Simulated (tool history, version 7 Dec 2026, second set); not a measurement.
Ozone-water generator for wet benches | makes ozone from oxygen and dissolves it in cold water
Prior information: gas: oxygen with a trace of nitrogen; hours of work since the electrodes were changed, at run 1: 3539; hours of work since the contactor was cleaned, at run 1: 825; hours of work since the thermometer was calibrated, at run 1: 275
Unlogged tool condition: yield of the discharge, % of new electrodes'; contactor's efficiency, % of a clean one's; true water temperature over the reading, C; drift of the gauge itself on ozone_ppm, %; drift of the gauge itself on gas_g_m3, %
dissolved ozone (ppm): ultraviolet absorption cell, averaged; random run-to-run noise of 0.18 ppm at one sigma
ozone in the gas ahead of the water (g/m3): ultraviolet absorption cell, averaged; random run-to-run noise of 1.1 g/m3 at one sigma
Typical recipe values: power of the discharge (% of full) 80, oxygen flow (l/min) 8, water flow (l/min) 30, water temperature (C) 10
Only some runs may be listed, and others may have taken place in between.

| run | day | power of the discharge (% of full) | oxygen flow (l/min) | water flow (l/min) | water temperature (C) | hours of work since the electrodes were changed | hours of work since the contactor was cleaned | hours of work since the thermometer was calibrated | dissolved ozone (ppm) | ozone in the gas ahead of the water (g/m3) |
|---|---|---|---|---|---|---|---|---|---|---|
| 1 | 0 | 80 | 8 | 30 | 10 | 3539 | 825 | 275 | 20 | 160.1 |
| 2 | 4.629 | 80 | 8 | 30 | 9 | 3624 | 911 | 361 | 19.8 | 157.3 |
| 3 | 10.471 | 54 | 8 | 30 | 10 | 3733 | 1019 | 469 | 16.1 | 130 |
| 4 | 17.008 | 54 | 8 | 30 | 10 | 3854 | 1140 | 590 | 16 | 128.1 |
| 5 | 22.217 | 54 | 8 | 30 | 10 | 3950 | 1236 | 686 | 15.7 | 128 |
| 6 | 27.846 | 54 | 8 | 30 | 10 | 4054 | 1340 | 790 | 15.8 | 127.1 |
| 7 | 32.558 | 80 | 8 | 30 | 18 | 4141 | 1428 | 878 | 16.5 | 151.8 |
| 8 | 39.354 | 80 | 8 | 30 | 18 | 4267 | 1553 | 1004 | 16.8 | 151.4 |
| 9 | 46.279 | 80 | 9.46 | 30 | 10 | 4395 | 1682 | 1132 | 18.4 | 137.4 |
| 10 | 52.221 | 80 | 6.32 | 30 | 10 | 4505 | 1791 | 1242 | 17.7 | 170.8 |
| 11 | 56.771 | 80 | 6.32 | 30 | 10 | 4590 | 1876 | 1326 | 17.6 | 166.6 |
| 12 | 60.971 | 80 | 6.32 | 30 | 10 | 4667 | 1953 | 1404 | 17.6 | 166.1 |
| 13 | 66.2 | 80 | 6.32 | 30 | 10 | 4764 | 2050 | 1500 | 17.4 | 165.4 |
| 14 | 71.442 | 80 | 8 | 30 | 8 | 4861 | 2147 | 1597 | 17.7 | 143.2 |
| 15 | 74.4 | 99 | 8 | 30 | 10 | 4916 | 2202 | 1652 | 19 | 157.6 |
| 16 | 78.617 | 99 | 8 | 30 | 10 | 4994 | 2280 | 1730 | 19 | 157.4 |
| 17 | 84.879 | 80 | 8 | 32 | 13 | 5110 | 2396 | 1846 | 15.4 | 143.4 |
| 18 | 89.288 | 80 | 8 | 32 | 13 | 5192 | 2478 | 1928 | 15.7 | 139.8 |
| 19 | 92.9 | 80 | 8 | 32 | 13 | 5258 | 2545 | 1995 | 15.3 | 141.8 |
| 20 | 98.85 | 70 | 8.54 | 36 | 10 | 5369 | 2655 | 2105 | 13.5 | 126.2 |
| 21 | 101.979 | 80 | 8 | 29 | 13 | 5427 | 2713 | 2163 | 16.1 | 139.2 |
|  | 107.267 | contactor cleaned |
| 22 | 107.821 | 88 | 11.45 | 25 | 13 | 5532 | 10 | 2268 | 19.2 | 117.1 |
| 23 | 113.533 | 88 | 11.45 | 25 | 13 | 5637 | 116 | 2374 | 19.4 | 114.5 |
| 24 | 116.475 | 74 | 6.79 | 25 | 13 | 5692 | 170 | 2428 | 17.9 | 143 |
| 25 | 122.517 | 80 | 4.3 | 22 | 10 | 5804 | 282 | 2540 | 20.3 | 188.7 |
| 26 | 128.062 | 80 | 4.74 | 23 | 11 | 5906 | 385 | 2643 | 19.5 | 175.4 |
| 27 | 131.238 | 94 | 5.54 | 28 | 7 | 5965 | 444 | 2701 | 18.6 | 172.6 |
|  | 132.796 | electrodes of the discharge changed |
| 28 | 138.096 | 62 | 8 | 29 | 8 | 98 | 566 | 2824 | 22.7 | 168.9 |

What differs in the tool's unlogged condition from the final listed run ahead of each entry between runs to the first listed run following it?
Runs 21 to 22: contactor cleaned (day 107.267)
  yield of the discharge, % of new electrodes': 70.7 -> 70.2; contactor's efficiency, % of a clean one's: 88.7 -> 99.7; true water temperature over the reading, C: 0.11 -> 0.12
  the result without the hidden state subtracted from the measured one, dissolved ozone (ppm): -8.5 -> -9.4; ozone in the gas ahead of the water (g/m3): -61.9 -> -56.4
Runs 27 to 28: electrodes of the discharge changed (day 132.796)
  yield of the discharge, % of new electrodes': 67.9 -> 99.1; contactor's efficiency, % of a clean one's: 98.2 -> 97.7; true water temperature over the reading, C: 0.14 -> 0.15
  the result without the hidden state subtracted from the measured one, dissolved ozone (ppm): -10.6 -> -0.5; ozone in the gas ahead of the water (g/m3): -96.1 -> -1.5
